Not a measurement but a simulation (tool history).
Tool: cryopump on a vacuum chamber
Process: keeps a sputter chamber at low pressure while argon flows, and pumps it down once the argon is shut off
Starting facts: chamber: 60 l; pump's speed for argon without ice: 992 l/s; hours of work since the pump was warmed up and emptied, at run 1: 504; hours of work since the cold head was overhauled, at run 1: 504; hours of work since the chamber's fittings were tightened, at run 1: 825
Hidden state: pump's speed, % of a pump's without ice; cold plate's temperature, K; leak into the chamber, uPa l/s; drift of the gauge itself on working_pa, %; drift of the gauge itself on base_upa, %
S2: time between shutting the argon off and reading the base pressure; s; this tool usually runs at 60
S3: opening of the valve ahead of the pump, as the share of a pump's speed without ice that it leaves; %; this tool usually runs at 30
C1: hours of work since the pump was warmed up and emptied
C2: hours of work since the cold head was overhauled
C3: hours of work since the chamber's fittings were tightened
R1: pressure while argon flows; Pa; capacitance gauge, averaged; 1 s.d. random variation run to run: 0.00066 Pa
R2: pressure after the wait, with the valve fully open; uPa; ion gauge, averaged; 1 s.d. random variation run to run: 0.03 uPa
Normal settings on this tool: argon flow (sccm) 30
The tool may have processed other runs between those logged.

run 1 hour=0 | argon_flow_(sccm)=30 S2=60 S3=30 | C1=504 C2=504 C3=825 | R1=0.1754 R2=2.27
run 2 hour=11.5 | argon_flow_(sccm)=30 S2=60 S3=30 | C1=512 C2=512 C3=834 | R1=0.1754 R2=2.23
run 3 hour=29.6 | argon_flow_(sccm)=30 S2=60 S3=30 | C1=526 C2=526 C3=848 | R1=0.1749 R2=2.2
run 4 hour=40 | argon_flow_(sccm)=30 S2=60 S3=18 | C1=534 C2=534 C3=856 | R1=0.288 R2=2.25
run 5 hour=60.1 | argon_flow_(sccm)=30 S2=60 S3=18 | C1=550 C2=550 C3=872 | R1=0.2894 R2=2.28
run 6 hour=82.4 | argon_flow_(sccm)=30 S2=60 S3=30 | C1=567 C2=567 C3=889 | R1=0.175 R2=2.29
run 7 hour=98.1 | argon_flow_(sccm)=21 S2=60 S3=30 | C1=579 C2=579 C3=901 | R1=0.1229 R2=2.29
run 8 hour=109.1 | argon_flow_(sccm)=21 S2=83 S3=30 | C1=588 C2=588 C3=910 | R1=0.123 R2=1.98
run 9 hour=126.6 | argon_flow_(sccm)=30 S2=60 S3=30 | C1=602 C2=602 C3=924 | R1=0.1769 R2=2.32
run 10 hour=139.5 | argon_flow_(sccm)=30 S2=60 S3=30 | C1=612 C2=612 C3=934 | R1=0.1765 R2=2.36
run 11 hour=158.9 | argon_flow_(sccm)=30 S2=60 S3=30 | C1=627 C2=627 C3=949 | R1=0.1768 R2=2.33
run 12 hour=173.4 | argon_flow_(sccm)=30 S2=60 S3=30 | C1=638 C2=638 C3=960 | R1=0.1764 R2=2.29
run 13 hour=196 | argon_flow_(sccm)=30 S2=60 S3=30 | C1=655 C2=655 C3=977 | R1=0.1763 R2=2.39
run 14 hour=206.7 | argon_flow_(sccm)=30 S2=52 S3=30 | C1=664 C2=664 C3=986 | R1=0.1759 R2=2.56
run 15 hour=223.4 | argon_flow_(sccm)=30 S2=52 S3=30 | C1=677 C2=677 C3=999 | R1=0.1774 R2=2.58
run 16 hour=234.3 | argon_flow_(sccm)=30 S2=52 S3=30 | C1=685 C2=685 C3=1007 | R1=0.1776 R2=2.62
run 17 hour=249.1 | argon_flow_(sccm)=30 S2=52 S3=30 | C1=696 C2=696 C3=1018 | R1=0.1764 R2=2.57
run 18 hour=262.4 | argon_flow_(sccm)=45 S2=27 S3=32 | C1=707 C2=707 C3=1029 | R1=0.25 R2=3.92
run 19 hour=277.2 | argon_flow_(sccm)=18 S2=60 S3=35 | C1=718 C2=718 C3=1040 | R1=0.0917 R2=2.41
run 20 hour=294.7 | argon_flow_(sccm)=18 S2=56 S3=35 | C1=732 C2=732 C3=1054 | R1=0.0919 R2=2.55
run 21 hour=315.1 | argon_flow_(sccm)=14 S2=87 S3=17 | C1=748 C2=748 C3=1070 | R1=0.1445 R2=2.03
run 22 hour=329.1 | argon_flow_(sccm)=14 S2=87 S3=17 | C1=758 C2=758 C3=1080 | R1=0.1441 R2=2.01
run 23 hour=341 | argon_flow_(sccm)=55 S2=107 S3=17 | C1=768 C2=768 C3=1090 | R1=0.5674 R2=1.92
run 24 hour=352.4 | argon_flow_(sccm)=55 S2=107 S3=17 | C1=777 C2=777 C3=1098 | R1=0.5626 R2=1.98
run 25 hour=365 | argon_flow_(sccm)=55 S2=107 S3=17 | C1=786 C2=786 C3=1108 | R1=0.5656 R2=2.01
run 26 hour=388.7 | argon_flow_(sccm)=57 S2=60 S3=19 | C1=805 C2=805 C3=1127 | R1=0.5251 R2=2.52
run 27 hour=412.2 | argon_flow_(sccm)=30 S2=104 S3=30 | C1=823 C2=823 C3=1145 | R1=0.1774 R2=1.99
run 28 hour=427.8 | argon_flow_(sccm)=42 S2=181 S3=16 | C1=835 C2=835 C3=1157 | R1=0.4595 R2=1.77
run 29 hour=440.2 | argon_flow_(sccm)=30 S2=60 S3=38 | C1=845 C2=845 C3=1166 | R1=0.1425 R2=2.61
run 30 hour=454.7 | argon_flow_(sccm)=12 S2=45 S3=15 | C1=856 C2=856 C3=1178 | R1=0.1387 R2=2.9

Here are 4 independent what-if runs from the current tool condition. What would each one return?
run A hour=465.4 | argon_flow_(sccm)=30 S2=60 S3=26 | C1=864 C2=864 C3=1186 | R1=? R2=?
run B hour=465.4 | argon_flow_(sccm)=30 S2=36 S3=30 | C1=864 C2=864 C3=1186 | R1=? R2=?
run C hour=465.4 | argon_flow_(sccm)=12 S2=49 S3=15 | C1=864 C2=864 C3=1186 | R1=? R2=?
run D hour=465.4 | argon_flow_(sccm)=12 S2=40 S3=59 | C1=864 C2=864 C3=1186 | R1=? R2=?

run=A R1=0.2035 R2=2.58
run=B R1=0.1781 R2=3.21
run=C R1=0.1402 R2=2.89
run=D R1=0.0378 R2=3.16
The same runs, with their run-to-run variation unchanged, on a tool lacking any hidden condition would have given:
run=A R1=0.1954 R2=1.51
run=B R1=0.17 R2=2.18
run=C R1=0.137 R2=1.79
run=D R1=0.0345 R2=2.07

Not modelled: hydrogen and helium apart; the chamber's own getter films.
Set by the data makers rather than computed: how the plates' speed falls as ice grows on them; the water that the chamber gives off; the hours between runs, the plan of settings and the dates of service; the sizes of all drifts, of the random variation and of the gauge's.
